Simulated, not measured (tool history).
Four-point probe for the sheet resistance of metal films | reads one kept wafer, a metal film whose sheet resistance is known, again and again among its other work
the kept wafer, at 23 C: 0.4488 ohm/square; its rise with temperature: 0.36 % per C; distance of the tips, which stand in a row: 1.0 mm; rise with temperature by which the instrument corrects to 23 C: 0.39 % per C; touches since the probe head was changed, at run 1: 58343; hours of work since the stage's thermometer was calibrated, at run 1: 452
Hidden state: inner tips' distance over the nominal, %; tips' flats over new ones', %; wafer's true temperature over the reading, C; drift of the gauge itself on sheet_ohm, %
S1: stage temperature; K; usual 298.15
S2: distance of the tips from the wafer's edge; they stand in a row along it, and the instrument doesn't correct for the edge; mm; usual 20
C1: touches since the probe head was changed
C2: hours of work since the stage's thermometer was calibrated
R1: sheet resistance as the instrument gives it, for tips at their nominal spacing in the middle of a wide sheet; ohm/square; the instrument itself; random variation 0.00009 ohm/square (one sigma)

Run 1, hour 0.0: usual settings; C1 58343; C2 452. Result: R1 0.450549 ohm/square.
Run 2, hour 68.0: usual settings; C1 61747; C2 497. Result: R1 0.450791 ohm/square.
Run 3, hour 103.7: usual settings; C1 63537; C2 521. Result: R1 0.450765 ohm/square.
Run 4, hour 158.2: usual settings; C1 66265; C2 557. Result: R1 0.450908 ohm/square.
Run 5, hour 210.5: usual settings but S2 4 mm; C1 68884; C2 592. Result: R1 0.465298 ohm/square.
Run 6, hour 265.4: usual settings but S2 4 mm; C1 71635; C2 628. Result: R1 0.465373 ohm/square.
Run 7, hour 323.6: usual settings but S2 4 mm; C1 74547; C2 667. Result: R1 0.465510 ohm/square.
Run 8, hour 383.6: usual settings; C1 77551; C2 707. Result: R1 0.451716 ohm/square.
Run 9, hour 426.8: usual settings; C1 79715; C2 736. Result: R1 0.451676 ohm/square.
Run 10, hour 493.9: usual settings; C1 83075; C2 780. Result: R1 0.451983 ohm/square.
Run 11, hour 526.7: usual settings; C1 84718; C2 802. Result: R1 0.451966 ohm/square.
Run 12, hour 570.2: usual settings but S1 292.15 K; C1 86897; C2 831. Result: R1 0.452877 ohm/square.
Run 13, hour 614.7: usual settings but S1 292.15 K; C1 89126; C2 861. Result: R1 0.452924 ohm/square.
Run 14, hour 685.5: usual settings but S1 292.15 K; C1 92669; C2 908. Result: R1 0.453108 ohm/square.
Run 15, hour 732.4: usual settings but S1 292.15 K; C1 95021; C2 939. Result: R1 0.453294 ohm/square.
Run 16, hour 802.0: usual settings but S1 292.15 K; C1 98503; C2 985. Result: R1 0.453347 ohm/square.
Run 17, hour 874.5: usual settings; C1 102135; C2 1033. Result: R1 0.452799 ohm/square.
Run 18, hour 919.5: usual settings but S2 5 mm; C1 104388; C2 1063. Result: R1 0.461815 ohm/square.
Run 19, hour 967.6: usual settings but S2 7 mm; C1 106796; C2 1095. Result: R1 0.457173 ohm/square.
Run 20, hour 1036.5: usual settings but S2 7 mm; C1 110249; C2 1141. Result: R1 0.457460 ohm/square.
Run 21, hour 1073.5: usual settings but S2 7 mm; C1 112101; C2 1165. Result: R1 0.457566 ohm/square.
Run 22, hour 1104.8: usual settings but S2 7 mm; C1 113670; C2 1186. Result: R1 0.457677 ohm/square.
Run 23, hour 1140.0: usual settings but S1 291.15 K, S2 8 mm; C1 115430; C2 1210. Result: R1 0.457524 ohm/square.
Run 24, hour 1179.7: usual settings but S1 294.15 K, S2 8 mm; C1 117418; C2 1236. Result: R1 0.457206 ohm/square.
Run 25, hour 1241.5: usual settings but S1 294.15 K, S2 8 mm; C1 120512; C2 1277. Result: R1 0.457371 ohm/square.
Run 26, hour 1294.5: usual settings but S1 294.15 K, S2 5 mm; C1 123167; C2 1312. Result: R1 0.463271 ohm/square.
Run 27, hour 1346.8: usual settings but S1 294.15 K, S2 5 mm; C1 125786; C2 1347. Result: R1 0.463459 ohm/square.
Run 28, hour 1395.9: usual settings but S1 294.15 K, S2 5 mm; C1 128243; C2 1380. Result: R1 0.463449 ohm/square.
Run 29, hour 1456.5: usual settings but S1 295.15 K, S2 48 mm; C1 131280; C2 1420. Result: R1 0.454016 ohm/square.
Run 30, hour 1493.2: usual settings but S2 51 mm; C1 133116; C2 1444. Result: R1 0.453778 ohm/square.
Run 31, hour 1556.0: usual settings but S1 296.15 K, S2 32 mm; C1 136263; C2 1486. Result: R1 0.454177 ohm/square.
Run 32, hour 1624.9: usual settings but S1 293.15 K; C1 139710; C2 1532. Result: R1 0.455294 ohm/square.
Run 33, hour 1657.0: usual settings but S1 293.15 K; C1 141320; C2 1553. Result: R1 0.455129 ohm/square.
Run 34, hour 1708.8: usual settings but S2 8 mm; C1 143912; C2 1588. Result: R1 0.457817 ohm/square.
Run 35, hour 1772.8: usual settings but S1 292.15 K, S2 25 mm; C1 147119; C2 1630. Result: R1 0.455502 ohm/square.
Run 36, hour 1819.1: usual settings but S1 292.15 K, S2 25 mm; C1 149438; C2 1661. Result: R1 0.455671 ohm/square.
Run 37, hour 1884.9: usual settings but S1 301.15 K, S2 13 mm; C1 152734; C2 1705. Result: R1 0.455418 ohm/square.
Run 38, hour 1919.5: usual settings but S1 295.15 K, S2 5 mm; C1 154466; C2 1728. Result: R1 0.464519 ohm/square.
Run 39, hour 1957.3: usual settings but S1 295.15 K, S2 5 mm; C1 156356; C2 1753. Result: R1 0.464604 ohm/square.
Run 40, hour 2015.8: usual settings but S1 291.15 K, S2 67 mm; C1 159289; C2 1792. Result: R1 0.455926 ohm/square.
Run 41, hour 2049.4: usual settings but S1 307.15 K, S2 34 mm; C1 160967; C2 1814. Result: R1 0.453761 ohm/square.
Run 42, hour 2080.6: usual settings but S1 294.15 K; C1 162533; C2 1835. Result: R1 0.456051 ohm/square.
Run 43, hour 2128.6: usual settings but S1 294.15 K; C1 164937; C2 1866. Result: R1 0.456251 ohm/square.
Run 44, hour 2169.7: usual settings but S1 304.15 K, S2 19 mm; C1 166996; C2 1894. Result: R1 0.455156 ohm/square.

Forecast each of these 5 alternatives for the next run:
Run A, hour 2204.4: usual settings but S1 297.15 K, S2 15 mm; C1 168731; C2 1917. Result: R1 ?.
Run B, hour 2204.4: usual settings but S1 295.15 K, S2 5 mm; C1 168731; C2 1917. Result: R1 ?.
Run C, hour 2204.4: usual settings but S1 303.15 K, S2 4 mm; C1 168731; C2 1917. Result: R1 ?.
Run D, hour 2204.4: usual settings but S1 294.15 K, S2 19 mm; C1 168731; C2 1917. Result: R1 ?.
Run E, hour 2204.4: usual settings but S1 300.15 K, S2 56 mm; C1 168731; C2 1917. Result: R1 ?.

run        R1
  A  0.456369
  B  0.465338
  C  0.469382
  D  0.456551
  E  0.454884
Without the tool's hidden state the same runs would have given:
run        R1
  A  0.449629
  B  0.458467
  C  0.462484
  D  0.449798
  E  0.448174
